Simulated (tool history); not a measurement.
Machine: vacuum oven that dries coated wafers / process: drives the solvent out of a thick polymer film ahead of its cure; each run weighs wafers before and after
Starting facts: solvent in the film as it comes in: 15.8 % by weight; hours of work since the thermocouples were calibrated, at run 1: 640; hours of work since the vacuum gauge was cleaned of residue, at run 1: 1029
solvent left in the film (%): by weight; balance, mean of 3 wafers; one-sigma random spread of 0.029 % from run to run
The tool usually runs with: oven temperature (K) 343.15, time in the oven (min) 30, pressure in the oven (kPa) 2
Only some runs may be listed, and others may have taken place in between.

| run | hour | oven temperature (K) | time in the oven (min) | pressure in the oven (kPa) | hours of work since the thermocouples were calibrated | hours of work since the vacuum gauge was cleaned of residue | solvent left in the film (%) |
|---|---|---|---|---|---|---|---|
| 1 | 0 | 343.15 | 30 | 2 | 640 | 1029 | 1.43 |
| 2 | 34.2 | 343.15 | 30 | 2 | 658 | 1047 | 1.52 |
| 3 | 66.8 | 343.15 | 30 | 2 | 676 | 1065 | 1.43 |
| 4 | 103.4 | 343.15 | 26 | 2 | 696 | 1085 | 1.73 |
| 5 | 132.3 | 343.15 | 30 | 1.41 | 712 | 1101 | 1.26 |
| 6 | 169.8 | 343.15 | 30 | 1.41 | 732 | 1122 | 1.27 |
| 7 | 214.2 | 343.15 | 30 | 1.47 | 757 | 1146 | 1.27 |
| 8 | 249.8 | 343.15 | 30 | 2 | 776 | 1165 | 1.42 |
| 9 | 285.9 | 343.15 | 30 | 2.78 | 796 | 1185 | 1.82 |
| 10 | 338.6 | 343.15 | 49 | 2 | 825 | 1214 | 1.1 |
| 11 | 400.6 | 343.15 | 49 | 2 | 859 | 1248 | 1.13 |
| 12 | 454.5 | 347.15 | 30 | 1.26 | 888 | 1277 | 0.84 |
| 13 | 484.5 | 347.15 | 30 | 1.26 | 904 | 1294 | 0.87 |
| 14 | 542.2 | 347.15 | 30 | 1.26 | 936 | 1325 | 0.87 |
| 15 | 588.8 | 347.15 | 51 | 1.07 | 961 | 1351 | 0.58 |
| 16 | 619.7 | 339.15 | 30 | 2 | 978 | 1367 | 2 |

Forecast run 17:
| 17 | 652.2 | 334.15 | 30 | 1.23 | 996 | 1385 | ? |

solvent left in the film (%): 2.54
With no hidden state in the tool, this same run would have given solvent left in the film (%) 2.37.
